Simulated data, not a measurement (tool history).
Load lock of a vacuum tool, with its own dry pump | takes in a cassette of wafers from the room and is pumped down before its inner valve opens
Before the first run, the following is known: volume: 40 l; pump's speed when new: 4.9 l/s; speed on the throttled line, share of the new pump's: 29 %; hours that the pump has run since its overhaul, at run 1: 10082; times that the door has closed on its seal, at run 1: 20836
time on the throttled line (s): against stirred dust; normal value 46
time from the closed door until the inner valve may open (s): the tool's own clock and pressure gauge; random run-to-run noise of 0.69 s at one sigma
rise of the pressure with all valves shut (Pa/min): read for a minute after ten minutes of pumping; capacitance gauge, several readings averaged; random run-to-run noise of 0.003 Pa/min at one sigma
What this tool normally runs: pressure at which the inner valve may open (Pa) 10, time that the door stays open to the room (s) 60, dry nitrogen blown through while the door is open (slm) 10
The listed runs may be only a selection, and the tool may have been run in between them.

run	day	time on the throttled line (s)	pressure at which the inner valve may open (Pa)	time that the door stays open to the room (s)	dry nitrogen blown through while the door is open (slm)	hours that the pump has run since its overhaul	times that the door has closed on its seal	incoming humidity of the room's air, %	time from the closed door until the inner valve may open (s)	rise of the pressure with all valves shut (Pa/min)
1	0.000	46	10	60	10	10082	20836	45.0	113.8	0.145
2	13.071	46	10	60	10	10396	21614	42.6	111.7	0.147
3	28.283	46	10	60	10	10761	22521	43.2	112.7	0.153
4	44.638	46	10	60	10	11153	23495	42.2	114.2	0.163
5	58.942	46	10	60	10	11496	24347	44.1	113.6	0.170
6	83.029	46	10	99	10	12074	25782	42.2	114.8	0.190
7	95.600	46	10	99	10	12376	26531	47.3	114.4	0.200
8	111.104	46	10	27	10	12748	27455	49.0	114.1	0.185
9	130.692	46	10	27	10	13218	28622	46.9	115.1	0.202
10	152.525	46	10	27	10	13742	29922	45.7	115.6	0.212
11	164.417	62	10	60	10	14028	30631	45.8	126.8	0.223
12	178.558	69	12	32	27	14367	31473	45.7	128.2	0.210

Forecast run 13:
13	200.162	69	12	32	27	14886	32760	46.4	?	?

Run 13 yielded time from the closed door until the inner valve may open (s) 129.0, rise of the pressure with all valves shut (Pa/min) 0.229.
If the tool had no hidden condition, the same run with the same run-to-run variation would have returned time from the closed door until the inner valve may open (s) 122.4, rise of the pressure with all valves shut (Pa/min) 0.025.
